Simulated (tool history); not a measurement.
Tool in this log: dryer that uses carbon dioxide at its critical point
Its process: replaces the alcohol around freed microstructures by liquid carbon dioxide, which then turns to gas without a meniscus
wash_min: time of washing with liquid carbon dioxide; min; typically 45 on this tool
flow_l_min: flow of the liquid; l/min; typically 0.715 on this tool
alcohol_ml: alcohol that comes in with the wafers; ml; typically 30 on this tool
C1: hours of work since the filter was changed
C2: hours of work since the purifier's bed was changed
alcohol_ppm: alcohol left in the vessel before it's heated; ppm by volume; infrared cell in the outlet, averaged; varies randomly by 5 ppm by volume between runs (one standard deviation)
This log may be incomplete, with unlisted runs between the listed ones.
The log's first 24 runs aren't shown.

{"run": 25, "day": 26.729, "wash_min": 41, "flow_l_min": 0.505, "alcohol_ml": 61, "C1": 23, "C2": 539, "alcohol_ppm": 555}
{"run": 26, "day": 28.129, "wash_min": 45, "flow_l_min": 0.512, "alcohol_ml": 30, "C1": 37, "C2": 553, "alcohol_ppm": 302}
{"run": 27, "day": 29.662, "wash_min": 45, "flow_l_min": 0.512, "alcohol_ml": 30, "C1": 53, "C2": 569, "alcohol_ppm": 307}
{"run": 28, "day": 31.312, "wash_min": 45, "flow_l_min": 0.512, "alcohol_ml": 30, "C1": 69, "C2": 586, "alcohol_ppm": 308}
{"run": 29, "day": 32.396, "wash_min": 60, "flow_l_min": 0.632, "alcohol_ml": 91, "C1": 80, "C2": 596, "alcohol_ppm": 200}
{"run": 30, "day": 33.55, "wash_min": 45, "flow_l_min": 1.03, "alcohol_ml": 30, "C1": 92, "C2": 608, "alcohol_ppm": 170}
{"run": 31, "day": 34.508, "wash_min": 71, "flow_l_min": 0.947, "alcohol_ml": 83, "C1": 101, "C2": 618, "alcohol_ppm": 177}
{"run": 32, "day": 36.238, "wash_min": 71, "flow_l_min": 0.947, "alcohol_ml": 83, "C1": 119, "C2": 635, "alcohol_ppm": 181}
{"run": 33, "day": 37.467, "wash_min": 57, "flow_l_min": 1.111, "alcohol_ml": 79, "C1": 131, "C2": 648, "alcohol_ppm": 179}
{"run": 34, "day": 38.808, "wash_min": 57, "flow_l_min": 0.619, "alcohol_ml": 79, "C1": 145, "C2": 661, "alcohol_ppm": 239}
{"run": 35, "day": 39.617, "wash_min": 28, "flow_l_min": 0.723, "alcohol_ml": 25, "C1": 153, "C2": 669, "alcohol_ppm": 388}
{"run": 36, "day": 40.675, "wash_min": 54, "flow_l_min": 1.058, "alcohol_ml": 20, "C1": 164, "C2": 680, "alcohol_ppm": 197}
{"run": 37, "day": 42.3, "wash_min": 55, "flow_l_min": 0.715, "alcohol_ml": 90, "C1": 180, "C2": 696, "alcohol_ppm": 226}
{"run": 38, "day": 43.821, "wash_min": 34, "flow_l_min": 0.715, "alcohol_ml": 30, "C1": 195, "C2": 712, "alcohol_ppm": 330}
{"run": 39, "day": 45.162, "wash_min": 34, "flow_l_min": 0.736, "alcohol_ml": 72, "C1": 209, "C2": 725, "alcohol_ppm": 490}
{"run": 40, "day": 46.338, "wash_min": 65, "flow_l_min": 0.736, "alcohol_ml": 79, "C1": 221, "C2": 737, "alcohol_ppm": 217}
{"run": 41, "day": 48.008, "wash_min": 38, "flow_l_min": 0.715, "alcohol_ml": 66, "C1": 238, "C2": 754, "alcohol_ppm": 404}
{"run": 42, "day": 49.579, "wash_min": 38, "flow_l_min": 0.715, "alcohol_ml": 66, "C1": 253, "C2": 770, "alcohol_ppm": 405}
{"run": 43, "day": 50.496, "wash_min": 45, "flow_l_min": 0.715, "alcohol_ml": 50, "C1": 263, "C2": 779, "alcohol_ppm": 282}
{"run": 44, "day": 51.862, "wash_min": 31, "flow_l_min": 0.755, "alcohol_ml": 73, "C1": 276, "C2": 793, "alcohol_ppm": 616}
{"run": 45, "day": 53.192, "wash_min": 31, "flow_l_min": 0.755, "alcohol_ml": 73, "C1": 290, "C2": 806, "alcohol_ppm": 630}
{"run": 46, "day": 54.217, "wash_min": 42, "flow_l_min": 0.715, "alcohol_ml": 77, "C1": 300, "C2": 816, "alcohol_ppm": 377}
{"run": 47, "day": 55.004, "wash_min": 42, "flow_l_min": 1.034, "alcohol_ml": 36, "C1": 308, "C2": 824, "alcohol_ppm": 244}
{"run": 48, "day": 55.721, "wash_min": 42, "flow_l_min": 1.034, "alcohol_ml": 36, "C1": 315, "C2": 832, "alcohol_ppm": 264}

Forecast each of these 3 alternatives for the next run:
{"run": "A", "day": 56.512, "wash_min": 64, "flow_l_min": 1.027, "alcohol_ml": 35, "C1": 323, "C2": 840, "alcohol_ppm": "?"}
{"run": "B", "day": 56.512, "wash_min": 31, "flow_l_min": 0.9, "alcohol_ml": 29, "C1": 323, "C2": 840, "alcohol_ppm": "?"}
{"run": "C", "day": 56.512, "wash_min": 45, "flow_l_min": 0.463, "alcohol_ml": 30, "C1": 323, "C2": 840, "alcohol_ppm": "?"}

run=A alcohol_ppm=250
run=B alcohol_ppm=321
run=C alcohol_ppm=514
Stripped of hidden state, with their random variation kept, the same runs would have yielded:
run=A alcohol_ppm=12
run=B alcohol_ppm=55
run=C alcohol_ppm=201
